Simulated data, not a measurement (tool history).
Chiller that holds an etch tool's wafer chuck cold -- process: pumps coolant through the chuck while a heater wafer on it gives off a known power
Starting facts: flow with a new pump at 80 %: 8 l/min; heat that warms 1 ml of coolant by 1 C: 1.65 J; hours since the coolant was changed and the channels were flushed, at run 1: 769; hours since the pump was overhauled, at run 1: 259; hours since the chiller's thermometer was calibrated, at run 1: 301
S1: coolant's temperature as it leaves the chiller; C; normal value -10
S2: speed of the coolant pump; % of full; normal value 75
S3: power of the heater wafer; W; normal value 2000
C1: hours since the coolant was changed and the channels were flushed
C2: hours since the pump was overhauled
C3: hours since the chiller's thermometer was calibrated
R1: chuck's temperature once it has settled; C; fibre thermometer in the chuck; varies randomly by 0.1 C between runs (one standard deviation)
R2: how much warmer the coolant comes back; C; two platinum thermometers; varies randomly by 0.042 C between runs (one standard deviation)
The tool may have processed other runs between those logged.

{"run": 1, "hour": 0.0, "S1": -10, "S2": 75, "S3": 2000, "C1": 769, "C2": 259, "C3": 301, "R1": 8.2, "R2": 9.78}
{"run": 2, "hour": 13.9, "S1": -10, "S2": 75, "S3": 2000, "C1": 783, "C2": 273, "C3": 315, "R1": 8, "R2": 9.75}
{"run": 3, "hour": 42.0, "S1": -10, "S2": 75, "S3": 2000, "C1": 811, "C2": 301, "C3": 343, "R1": 8.3, "R2": 9.77}
{"run": 4, "hour": 66.9, "S1": -10, "S2": 83, "S3": 2000, "C1": 836, "C2": 326, "C3": 368, "R1": 7.1, "R2": 8.78}
{"run": 5, "hour": 93.2, "S1": -10, "S2": 83, "S3": 2000, "C1": 863, "C2": 353, "C3": 394, "R1": 7, "R2": 8.79}
{"run": 6, "hour": 115.3, "S1": -10, "S2": 75, "S3": 2000, "C1": 885, "C2": 375, "C3": 416, "R1": 8.1, "R2": 9.78}
{"run": 7, "hour": 135.3, "S1": -10, "S2": 75, "S3": 2000, "C1": 905, "C2": 395, "C3": 436, "R1": 8.3, "R2": 9.68}
{"run": 8, "hour": 164.9, "S1": -10, "S2": 75, "S3": 2000, "C1": 934, "C2": 424, "C3": 466, "R1": 8.4, "R2": 9.75}
{"run": 9, "hour": 191.8, "S1": -10, "S2": 75, "S3": 2000, "C1": 961, "C2": 451, "C3": 493, "R1": 8.3, "R2": 9.82}
{"run": 10, "hour": 215.9, "S1": -10, "S2": 75, "S3": 2069, "C1": 985, "C2": 475, "C3": 517, "R1": 9, "R2": 10.11}
{"run": 11, "hour": 240.1, "S1": -7, "S2": 75, "S3": 2069, "C1": 1009, "C2": 499, "C3": 541, "R1": 12, "R2": 10.07}
{"run": 12, "hour": 255.5, "S1": -10, "S2": 75, "S3": 2000, "C1": 1025, "C2": 515, "C3": 557, "R1": 8.4, "R2": 9.84}
{"run": 13, "hour": 281.7, "S1": -10, "S2": 75, "S3": 2000, "C1": 1051, "C2": 541, "C3": 583, "R1": 8.4, "R2": 9.83}
{"hour": 284.7, "done": "chiller's thermometer calibrated"}
{"run": 14, "hour": 310.1, "S1": -10, "S2": 75, "S3": 2000, "C1": 1078, "C2": 568, "C3": 25, "R1": 8.6, "R2": 9.86}
{"run": 15, "hour": 336.7, "S1": -10, "S2": 75, "S3": 2000, "C1": 1105, "C2": 595, "C3": 52, "R1": 8.5, "R2": 9.82}
{"hour": 346.9, "done": "chiller's thermometer calibrated, once more"}
{"run": 16, "hour": 364.0, "S1": -1, "S2": 97, "S3": 2189, "C1": 1131, "C2": 621, "C3": 17, "R1": 16.1, "R2": 8.27}
{"run": 17, "hour": 376.5, "S1": -10, "S2": 92, "S3": 2321, "C1": 1144, "C2": 634, "C3": 30, "R1": 8.8, "R2": 9.2}
{"run": 18, "hour": 392.0, "S1": -15, "S2": 69, "S3": 1111, "C1": 1159, "C2": 649, "C3": 45, "R1": -4.3, "R2": 6.01}
{"run": 19, "hour": 409.3, "S1": -15, "S2": 69, "S3": 1111, "C1": 1177, "C2": 667, "C3": 62, "R1": -4.4, "R2": 5.95}
{"run": 20, "hour": 427.2, "S1": -1, "S2": 69, "S3": 1496, "C1": 1195, "C2": 685, "C3": 80, "R1": 13.7, "R2": 8.06}
{"run": 21, "hour": 440.5, "S1": -1, "S2": 64, "S3": 1496, "C1": 1208, "C2": 698, "C3": 94, "R1": 14.2, "R2": 8.65}
{"run": 22, "hour": 465.8, "S1": -10, "S2": 75, "S3": 1166, "C1": 1233, "C2": 723, "C3": 119, "R1": 0.8, "R2": 5.68}
{"run": 23, "hour": 486.9, "S1": -10, "S2": 75, "S3": 1166, "C1": 1254, "C2": 744, "C3": 140, "R1": 1, "R2": 5.77}
{"run": 24, "hour": 511.1, "S1": -6, "S2": 64, "S3": 1304, "C1": 1278, "C2": 768, "C3": 164, "R1": 7.5, "R2": 7.59}

Measured minus without-hidden-state, run by run (identical run-to-run variation in each term; gauge scatter may differ):
Hidden state at play: heat passed by the chuck's channels, % of clean ones'; flow at a given pump speed, % of a new pump's; coolant's true temperature over the reading, C; drift of the gauge itself on chuck_c, C; drift of the gauge itself on warmer_back_c, C.
run=1 R1=+0.5 R2=+0.06
run=2 R1=+0.5 R2=+0.07
run=3 R1=+0.6 R2=+0.07
run=4 R1=+0.5 R2=+0.07
run=5 R1=+0.6 R2=+0.08
run=6 R1=+0.6 R2=+0.09
run=7 R1=+0.6 R2=+0.09
run=8 R1=+0.6 R2=+0.1
run=9 R1=+0.6 R2=+0.11
run=10 R1=+0.7 R2=+0.11
run=11 R1=+0.8 R2=+0.12
run=12 R1=+0.7 R2=+0.13
run=13 R1=+0.7 R2=+0.13
run=14 R1=+0.7 R2=+0.13
run=15 R1=+0.8 R2=+0.14
run=16 R1=+0.8 R2=+0.13
run=17 R1=+0.8 R2=+0.14
run=18 R1=+0.4 R2=+0.09
run=19 R1=+0.4 R2=+0.09
run=20 R1=+0.6 R2=+0.13
run=21 R1=+0.7 R2=+0.14
run=22 R1=+0.5 R2=+0.1
run=23 R1=+0.5 R2=+0.1
run=24 R1=+0.7 R2=+0.14
